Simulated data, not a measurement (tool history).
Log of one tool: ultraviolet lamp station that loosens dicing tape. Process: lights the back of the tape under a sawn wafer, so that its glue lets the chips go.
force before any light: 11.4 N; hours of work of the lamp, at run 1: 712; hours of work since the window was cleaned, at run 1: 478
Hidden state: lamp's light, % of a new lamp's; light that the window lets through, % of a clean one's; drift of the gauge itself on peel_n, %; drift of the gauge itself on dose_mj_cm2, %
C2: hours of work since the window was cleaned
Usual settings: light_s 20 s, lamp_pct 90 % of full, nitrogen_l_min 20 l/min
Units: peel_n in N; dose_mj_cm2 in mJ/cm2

Run 1, hour 0.0: usual settings; hours of work of the lamp 712; C2 478. Result: peel_n 1.578 N, dose_mj_cm2 162 mJ/cm2.
Run 2, hour 31.7: usual settings; hours of work of the lamp 729; C2 495. Result: peel_n 1.714 N, dose_mj_cm2 160 mJ/cm2.
Run 3, hour 63.7: usual settings; hours of work of the lamp 746; C2 512. Result: peel_n 1.693 N, dose_mj_cm2 157 mJ/cm2.
Run 4, hour 90.8: usual settings but light_s 13 s; hours of work of the lamp 761; C2 527. Result: peel_n 3.337 N, dose_mj_cm2 102 mJ/cm2.
Run 5, hour 116.4: usual settings; hours of work of the lamp 775; C2 541. Result: peel_n 1.799 N, dose_mj_cm2 158 mJ/cm2.
Run 6, hour 134.0: usual settings; hours of work of the lamp 784; C2 550. Result: peel_n 1.803 N, dose_mj_cm2 159 mJ/cm2.
Run 7, hour 161.6: usual settings; hours of work of the lamp 799; C2 565. Result: peel_n 1.789 N, dose_mj_cm2 156 mJ/cm2.
Run 8, hour 186.0: usual settings; hours of work of the lamp 812; C2 578. Result: peel_n 1.897 N, dose_mj_cm2 156 mJ/cm2.
Run 9, hour 204.6: usual settings; hours of work of the lamp 822; C2 588. Result: peel_n 1.893 N, dose_mj_cm2 153 mJ/cm2.
Run 10, hour 221.4: usual settings; hours of work of the lamp 831; C2 597. Result: peel_n 1.859 N, dose_mj_cm2 151 mJ/cm2.
Run 11, hour 236.0: usual settings; hours of work of the lamp 839; C2 605. Result: peel_n 1.922 N, dose_mj_cm2 153 mJ/cm2.
Run 12, hour 250.3: usual settings; hours of work of the lamp 847; C2 613. Result: peel_n 1.974 N, dose_mj_cm2 152 mJ/cm2.
Run 13, hour 281.5: usual settings but nitrogen_l_min 8 l/min; hours of work of the lamp 864; C2 630. Result: peel_n 3.137 N, dose_mj_cm2 147 mJ/cm2.
Run 14, hour 306.6: usual settings but nitrogen_l_min 8 l/min; hours of work of the lamp 877; C2 643. Result: peel_n 3.259 N, dose_mj_cm2 150 mJ/cm2.
Run 15, hour 337.0: usual settings but nitrogen_l_min 8 l/min; hours of work of the lamp 893; C2 659. Result: peel_n 3.222 N, dose_mj_cm2 151 mJ/cm2.
At hour 339.8: window cleaned of glue's vapour.
Run 16, hour 359.0: usual settings but nitrogen_l_min 8 l/min; hours of work of the lamp 905; C2 10. Result: peel_n 2.522 N, dose_mj_cm2 171 mJ/cm2.
Run 17, hour 387.5: usual settings but nitrogen_l_min 6 l/min; hours of work of the lamp 920; C2 26. Result: peel_n 3.155 N, dose_mj_cm2 171 mJ/cm2.
Run 18, hour 402.1: usual settings but nitrogen_l_min 6 l/min; hours of work of the lamp 928; C2 34. Result: peel_n 3.163 N, dose_mj_cm2 169 mJ/cm2.
Run 19, hour 427.9: usual settings but nitrogen_l_min 6 l/min; hours of work of the lamp 942; C2 47. Result: peel_n 3.008 N, dose_mj_cm2 166 mJ/cm2.
Run 20, hour 444.1: usual settings but nitrogen_l_min 6 l/min; hours of work of the lamp 951; C2 56. Result: peel_n 3.174 N, dose_mj_cm2 170 mJ/cm2.
Run 21, hour 465.9: usual settings but lamp_pct 61 % of full; hours of work of the lamp 963; C2 68. Result: peel_n 3.011 N, dose_mj_cm2 112 mJ/cm2.
Run 22, hour 484.6: usual settings but light_s 12 s, lamp_pct 98 % of full; hours of work of the lamp 973; C2 78. Result: peel_n 3.281 N, dose_mj_cm2 103 mJ/cm2.
Run 23, hour 519.0: usual settings but light_s 12 s, lamp_pct 98 % of full; hours of work of the lamp 991; C2 96. Result: peel_n 3.350 N, dose_mj_cm2 106 mJ/cm2.
Run 24, hour 544.2: usual settings but light_s 12 s, lamp_pct 98 % of full; hours of work of the lamp 1005; C2 110. Result: peel_n 3.281 N, dose_mj_cm2 106 mJ/cm2.
Run 25, hour 561.0: usual settings but light_s 37 s, lamp_pct 66 % of full, nitrogen_l_min 16 l/min; hours of work of the lamp 1014; C2 119. Result: peel_n 1.065 N, dose_mj_cm2 214 mJ/cm2.
Run 26, hour 580.1: usual settings but light_s 37 s, lamp_pct 66 % of full, nitrogen_l_min 16 l/min; hours of work of the lamp 1024; C2 129. Result: peel_n 1.149 N, dose_mj_cm2 218 mJ/cm2.
Run 27, hour 603.1: usual settings but light_s 37 s, lamp_pct 66 % of full, nitrogen_l_min 12 l/min; hours of work of the lamp 1036; C2 142. Result: peel_n 1.444 N, dose_mj_cm2 208 mJ/cm2.
Run 28, hour 624.0: usual settings but light_s 37 s, lamp_pct 66 % of full, nitrogen_l_min 12 l/min; hours of work of the lamp 1048; C2 153. Result: peel_n 1.442 N, dose_mj_cm2 211 mJ/cm2.
Run 29, hour 650.9: usual settings but light_s 27 s, lamp_pct 66 % of full, nitrogen_l_min 10 l/min; hours of work of the lamp 1062; C2 167. Result: peel_n 2.825 N, dose_mj_cm2 152 mJ/cm2.
Run 30, hour 678.7: usual settings but light_s 36 s, lamp_pct 62 % of full, nitrogen_l_min 23 l/min; hours of work of the lamp 1077; C2 182. Result: peel_n 1.098 N, dose_mj_cm2 191 mJ/cm2.
Run 31, hour 712.2: usual settings but light_s 36 s, lamp_pct 62 % of full, nitrogen_l_min 23 l/min; hours of work of the lamp 1095; C2 200. Result: peel_n 1.208 N, dose_mj_cm2 190 mJ/cm2.
At hour 741.9: lamp changed.
Run 32, hour 746.2: usual settings but light_s 36 s, lamp_pct 62 % of full, nitrogen_l_min 11 l/min; hours of work of the lamp 2; C2 218. Result: peel_n 0.793 N, dose_mj_cm2 287 mJ/cm2.
Run 33, hour 764.6: usual settings but light_s 36 s, lamp_pct 64 % of full, nitrogen_l_min 40 l/min; hours of work of the lamp 12; C2 228. Result: peel_n 0.251 N, dose_mj_cm2 293 mJ/cm2.
Run 34, hour 786.2: usual settings but light_s 18 s, lamp_pct 82 % of full, nitrogen_l_min 22 l/min; hours of work of the lamp 24; C2 240. Result: peel_n 1.252 N, dose_mj_cm2 190 mJ/cm2.
Run 35, hour 816.0: usual settings but light_s 26 s, lamp_pct 64 % of full, nitrogen_l_min 14 l/min; hours of work of the lamp 40; C2 256. Result: peel_n 1.319 N, dose_mj_cm2 209 mJ/cm2.
Run 36, hour 838.2: usual settings but light_s 35 s, lamp_pct 64 % of full; hours of work of the lamp 52; C2 268. Result: peel_n 0.522 N, dose_mj_cm2 277 mJ/cm2.
Run 37, hour 856.3: usual settings but light_s 35 s, lamp_pct 64 % of full; hours of work of the lamp 62; C2 277. Result: peel_n 0.525 N, dose_mj_cm2 276 mJ/cm2.
Run 38, hour 875.0: usual settings but lamp_pct 92 % of full, nitrogen_l_min 9 l/min; hours of work of the lamp 72; C2 288. Result: peel_n 1.564 N, dose_mj_cm2 225 mJ/cm2.
Run 39, hour 893.7: usual settings but lamp_pct 92 % of full, nitrogen_l_min 9 l/min; hours of work of the lamp 82; C2 298. Result: peel_n 1.577 N, dose_mj_cm2 226 mJ/cm2.
Run 40, hour 925.3: usual settings but light_s 22 s, lamp_pct 73 % of full, nitrogen_l_min 9 l/min; hours of work of the lamp 99; C2 315. Result: peel_n 2.002 N, dose_mj_cm2 196 mJ/cm2.
Run 41, hour 954.5: usual settings but light_s 18 s, lamp_pct 73 % of full, nitrogen_l_min 9 l/min; hours of work of the lamp 114; C2 330. Result: peel_n 2.808 N, dose_mj_cm2 162 mJ/cm2.
Run 42, hour 981.4: usual settings but light_s 14 s, nitrogen_l_min 30 l/min; hours of work of the lamp 129; C2 345. Result: peel_n 1.658 N, dose_mj_cm2 149 mJ/cm2.

4 ways to go on from here, each from the tool as it stands after run 42. What would each give?
Run A, hour 1004.0: usual settings but light_s 14 s, lamp_pct 75 % of full, nitrogen_l_min 30 l/min; hours of work of the lamp 141; C2 357. Result: peel_n ?, dose_mj_cm2 ?.
Run B, hour 1004.0: usual settings but light_s 14 s, lamp_pct 98 % of full, nitrogen_l_min 30 l/min; hours of work of the lamp 141; C2 357. Result: peel_n ?, dose_mj_cm2 ?.
Run C, hour 1004.0: usual settings but light_s 24 s, nitrogen_l_min 10 l/min; hours of work of the lamp 141; C2 357. Result: peel_n ?, dose_mj_cm2 ?.
Run D, hour 1004.0: usual settings; hours of work of the lamp 141; C2 357. Result: peel_n ?, dose_mj_cm2 ?.

run  peel_n  dose_mj_cm2
  A   2.254          119
  B   1.422          164
  C   1.091          255
  D   0.951          217
Without the tool's hidden state the same runs would have given:
run  peel_n  dose_mj_cm2
  A   1.784          137
  B   1.058          188
  C   0.795          293
  D   0.684          249
